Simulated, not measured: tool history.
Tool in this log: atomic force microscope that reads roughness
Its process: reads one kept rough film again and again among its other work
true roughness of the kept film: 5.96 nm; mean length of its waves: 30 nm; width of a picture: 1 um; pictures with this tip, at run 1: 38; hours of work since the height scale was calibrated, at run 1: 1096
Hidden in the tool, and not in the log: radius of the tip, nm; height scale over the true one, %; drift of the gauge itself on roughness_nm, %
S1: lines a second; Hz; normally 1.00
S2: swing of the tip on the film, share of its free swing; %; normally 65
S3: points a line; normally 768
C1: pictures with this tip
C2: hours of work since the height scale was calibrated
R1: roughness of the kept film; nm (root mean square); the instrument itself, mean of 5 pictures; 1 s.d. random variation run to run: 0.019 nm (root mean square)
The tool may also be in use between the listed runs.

run,day,S1,S2,S3,C1,C2,R1
1,0.000,1.00,65,768,38,1096,3.974
2,2.592,1.31,65,768,92,1130,3.296
3,5.729,1.31,65,768,158,1171,2.770
4,7.288,1.00,65,342,191,1192,2.563
# day 7.775: new tip fitted
5,10.796,1.00,56,768,64,1238,3.588
6,12.988,1.00,65,768,110,1267,3.048
7,15.896,1.00,65,768,170,1306,2.630
# day 17.138: new tip fitted
8,17.350,1.00,65,768,4,1324,4.444
9,20.433,1.00,65,768,69,1365,3.433
10,22.212,0.86,65,768,106,1389,3.107
11,23.983,0.86,65,768,143,1412,2.815
12,26.238,3.89,65,768,190,1442,2.348
# day 26.571: new tip fitted
13,29.475,3.89,65,768,61,1484,3.314
14,32.550,3.89,65,768,125,1525,2.833
15,35.817,3.89,65,768,193,1568,2.356
# day 36.079: new tip fitted
16,37.729,1.00,65,768,34,1593,3.963
17,39.442,1.00,65,768,70,1616,3.503
18,41.308,1.00,65,768,109,1640,3.051
19,42.825,1.00,65,768,141,1661,2.800
# day 45.446: new tip fitted
20,45.775,1.00,65,768,7,1699,4.378
21,49.225,1.00,65,768,79,1745,3.397
22,50.754,1.00,65,440,111,1765,3.064
23,52.383,3.50,76,518,145,1787,2.511
24,54.308,3.56,71,572,186,1812,2.346
# day 54.900: new tip fitted
25,57.775,0.70,71,263,60,1858,3.505
26,59.471,0.67,56,615,95,1880,3.207
27,61.421,0.67,56,615,136,1906,2.849
28,62.858,1.71,76,768,166,1925,2.526
# day 64.317: new tip fitted
29,65.529,0.97,57,507,26,1960,4.143
30,68.554,2.37,72,444,89,2000,3.095
31,70.129,2.07,84,952,122,2021,2.714
32,72.733,1.76,84,491,177,2055,2.392
# day 73.633: new tip fitted
33,75.542,1.76,80,482,40,2092,3.600
34,78.617,1.76,80,482,104,2132,2.939
35,80.279,1.76,80,482,139,2154,2.694
36,82.246,1.76,80,482,180,2180,2.453
# day 83.004: new tip fitted
37,85.175,2.04,55,768,45,2219,3.777
38,87.588,3.49,55,768,96,2251,3.146
39,89.179,1.98,65,768,129,2272,2.853
40,91.033,1.98,65,768,168,2296,2.576
# day 92.608: new tip fitted
41,93.658,1.98,65,768,22,2331,4.032
42,97.021,1.98,65,768,93,2375,3.151

What if the next run were any one of these 3? Each begins from the tool's condition after run 42:
A,98.996,2.20,59,785,134,2401,?
B,98.996,1.48,78,869,134,2401,?
C,98.996,1.03,75,938,134,2401,?

run,R1
A,2.838
B,2.760
C,2.820
The same runs, with their run-to-run variation unchanged, on a tool lacking any hidden condition would have given:
run,R1
A,4.592
B,4.468
C,4.564
